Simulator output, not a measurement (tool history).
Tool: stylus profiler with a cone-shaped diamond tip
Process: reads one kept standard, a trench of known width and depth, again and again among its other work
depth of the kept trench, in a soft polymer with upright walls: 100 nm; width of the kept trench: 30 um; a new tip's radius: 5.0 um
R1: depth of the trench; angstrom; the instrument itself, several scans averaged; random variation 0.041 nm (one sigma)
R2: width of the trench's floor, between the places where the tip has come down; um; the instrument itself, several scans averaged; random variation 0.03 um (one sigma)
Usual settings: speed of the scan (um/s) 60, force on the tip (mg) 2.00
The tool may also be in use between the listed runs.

{"run": 1, "hour": 0.0, "speed of the scan (um/s)": 60, "force on the tip (mg)": 2.0, "R1": 1013.2, "R2": 27.57}
{"run": 2, "hour": 13.2, "speed of the scan (um/s)": 60, "force on the tip (mg)": 1.08, "R1": 1009.1, "R2": 27.52}
{"run": 3, "hour": 25.2, "speed of the scan (um/s)": 60, "force on the tip (mg)": 1.08, "R1": 1008.9, "R2": 27.44}
{"run": 4, "hour": 41.8, "speed of the scan (um/s)": 65, "force on the tip (mg)": 1.08, "R1": 1008.8, "R2": 27.43}
{"run": 5, "hour": 62.5, "speed of the scan (um/s)": 60, "force on the tip (mg)": 2.0, "R1": 1013.8, "R2": 27.57}
{"run": 6, "hour": 81.1, "speed of the scan (um/s)": 60, "force on the tip (mg)": 2.0, "R1": 1012.9, "R2": 27.65}
{"run": 7, "hour": 104.2, "speed of the scan (um/s)": 60, "force on the tip (mg)": 2.0, "R1": 1012.6, "R2": 27.59}
{"run": 8, "hour": 119.7, "speed of the scan (um/s)": 30, "force on the tip (mg)": 2.0, "R1": 1013.4, "R2": 27.75}
{"run": 9, "hour": 136.3, "speed of the scan (um/s)": 25, "force on the tip (mg)": 5.44, "R1": 1024.9, "R2": 27.83}
{"run": 10, "hour": 160.6, "speed of the scan (um/s)": 40, "force on the tip (mg)": 2.19, "R1": 1014.5, "R2": 27.77}
{"run": 11, "hour": 184.8, "speed of the scan (um/s)": 33, "force on the tip (mg)": 2.0, "R1": 1013.7, "R2": 27.73}
{"run": 12, "hour": 199.8, "speed of the scan (um/s)": 33, "force on the tip (mg)": 2.0, "R1": 1013.1, "R2": 27.68}
{"run": 13, "hour": 213.2, "speed of the scan (um/s)": 34, "force on the tip (mg)": 2.91, "R1": 1017.5, "R2": 27.72}

Forecast each of these 5 alternatives for the next run:
{"run": "A", "hour": 236.3, "speed of the scan (um/s)": 51, "force on the tip (mg)": 3.68, "R1": "?", "R2": "?"}
{"run": "B", "hour": 236.3, "speed of the scan (um/s)": 34, "force on the tip (mg)": 0.7, "R1": "?", "R2": "?"}
{"run": "C", "hour": 236.3, "speed of the scan (um/s)": 20, "force on the tip (mg)": 3.4, "R1": "?", "R2": "?"}
{"run": "D", "hour": 236.3, "speed of the scan (um/s)": 21, "force on the tip (mg)": 3.47, "R1": "?", "R2": "?"}
{"run": "E", "hour": 236.3, "speed of the scan (um/s)": 34, "force on the tip (mg)": 1.94, "R1": "?", "R2": "?"}

run=A R1=1019.8 R2=27.72
run=B R1=1006.9 R2=27.58
run=C R1=1018.8 R2=27.84
run=D R1=1019.3 R2=27.82
run=E R1=1013.2 R2=27.70
Without the tool's hidden state the same runs would have given:
run=A R1=1019.3 R2=27.81
run=B R1=1006.4 R2=27.67
run=C R1=1018.3 R2=27.93
run=D R1=1018.7 R2=27.91
run=E R1=1012.7 R2=27.79
